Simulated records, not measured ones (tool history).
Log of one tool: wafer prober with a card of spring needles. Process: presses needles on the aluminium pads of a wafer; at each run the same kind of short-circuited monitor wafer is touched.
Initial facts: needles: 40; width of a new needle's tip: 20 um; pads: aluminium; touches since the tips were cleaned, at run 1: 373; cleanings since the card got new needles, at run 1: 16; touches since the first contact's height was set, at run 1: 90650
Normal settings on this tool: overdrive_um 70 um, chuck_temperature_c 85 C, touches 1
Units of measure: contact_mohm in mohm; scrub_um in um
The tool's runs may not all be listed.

run     day  overdrive_um  chuck_temperature_c  touches  touches since the tips were cleaned  cleanings since the card got new needles  touches since the first contact's height was set  contact_mohm  scrub_um
  1   0.000            70                   85        1                                  373                                        16                                             90650           193      9.38
      0.433  -- tips cleaned on abrasive film
      0.904  -- tips cleaned on abrasive film
  2   0.904            52                   85        1                                    0                                        18                                            100995           193      6.95
      1.362  -- tips cleaned on abrasive film
  3   1.654            62                   85        1                                 3374                                        19                                            109635           197      8.29
      1.833  -- tips cleaned on abrasive film
      2.292  -- tips cleaned on abrasive film
      2.754  -- tips cleaned on abrasive film
  4   2.754            70                   85        1                                    0                                        22                                            122188           196      9.35
      3.267  -- tips cleaned on abrasive film
  5   3.512            70                   85        1                                 2846                                        23                                            130898           193      9.34
      3.779  -- tips cleaned on abrasive film
      4.142  -- height of the first contact set anew
      4.233  -- tips cleaned on abrasive film
  6   4.650            70                   85        1                                 4843                                        25                                              5867           192      9.35
      4.754  -- tips cleaned on abrasive film
  7   5.167            70                   85        1                                 4737                                        26                                             11746           194      9.34
      5.267  -- tips cleaned on abrasive film
      5.754  -- tips cleaned on abrasive film
  8   5.762            70                   85        1                                   90                                        28                                             18533           193      9.34
      6.217  -- tips cleaned on abrasive film
      6.650  -- tips cleaned on abrasive film
  9   6.917            70                   85        1                                 3086                                        30                                             31802           194      9.35
      7.171  -- tips cleaned on abrasive film
      7.642  -- tips cleaned on abrasive film
 10   7.812            70                   85        2                                 1957                                        32                                             42040           193      9.37
      8.092  -- tips cleaned on abrasive film
      8.558  -- tips cleaned on abrasive film
 11   8.888            70                   85        1                                 3804                                        34                                             54364           194      9.36
      9.071  -- tips cleaned on abrasive film
 12   9.433            70                   71        1                                 4204                                        35                                             60635           188      9.35
      9.542  -- tips cleaned on abrasive film
      9.988  -- tips cleaned on abrasive film
     10.483  -- tips cleaned on abrasive film
 13  10.504            70                  105        1                                  198                                        38                                             72818           195      9.37
     10.954  -- tips cleaned on abrasive film
 14  11.212            77                   94        2                                 2971                                        39                                             80983           195     10.29
     11.450  -- tips cleaned on abrasive film
     11.908  -- tips cleaned on abrasive film
 15  11.996            55                   93        2                                 1002                                        41                                             89917           195      7.36
     12.408  -- tips cleaned on abrasive film
     12.921  -- tips cleaned on abrasive film
 16  13.258            55                   39        2                                 3857                                        43                                            104394           188      7.36
     13.450  -- tips cleaned on abrasive film
     13.904  -- tips cleaned on abrasive film
     14.383  -- tips cleaned on abrasive film
 17  14.488            75                  114        2                                 1191                                        46                                            118451           202     10.01
     14.900  -- tips cleaned on abrasive film
 18  15.296            89                   28        2                                 4547                                        47                                            127753           179     11.88
     15.383  -- tips cleaned on abrasive film
     15.825  -- tips cleaned on abrasive film
 19  16.092            63                   87        1                                 3099                                        49                                            136853           194      8.41
     16.208  -- height of the first contact set anew
     16.321  -- tips cleaned on abrasive film
     16.800  -- tips cleaned on abrasive film
     17.233  -- tips cleaned on abrasive film
 20  17.233            60                   37        1                                    0                                        52                                             11710           185      8.03
     17.725  -- tips cleaned on abrasive film
 21  17.954            60                  114        2                                 2661                                        53                                             19970           203      8.02
     18.208  -- tips cleaned on abrasive film
 22  18.512            82                  114        2                                 3509                                        54                                             26380           197     10.95
     18.700  -- tips cleaned on abrasive film
     19.179  -- tips cleaned on abrasive film
 23  19.379            82                  114        2                                 2346                                        56                                             36301           194     10.97
     19.688  -- tips cleaned on abrasive film
     20.146  -- tips cleaned on abrasive film
 24  20.238            87                   77        1                                 1093                                        58                                             46115           188     11.62
     20.600  -- tips cleaned on abrasive film
     21.054  -- tips cleaned on abrasive film
 25  21.054            89                   45        2                                    0                                        60                                             55457           182     11.92

Consider 3 possible next runs. They are alternatives, not a sequence: every one starts from the tool as it was left by run 25. What does each give?
     21.508  -- tips cleaned on abrasive film
     22.017  -- tips cleaned on abrasive film
  A  22.158            82                   86        1                                 1629                                        62                                             68093             ?         ?
     21.508  -- tips cleaned on abrasive film
     22.017  -- tips cleaned on abrasive film
  B  22.158            70                   29        1                                 1629                                        62                                             68093             ?         ?
     21.508  -- tips cleaned on abrasive film
     22.017  -- tips cleaned on abrasive film
  C  22.158            58                  105        3                                 1629                                        62                                             68093             ?         ?

run  contact_mohm  scrub_um
  A           188     10.98
  B           183      9.35
  C           200      7.73
Without the tool's hidden state the same runs would have given:
run  contact_mohm  scrub_um
  A           187     10.98
  B           183      9.35
  C           200      7.73
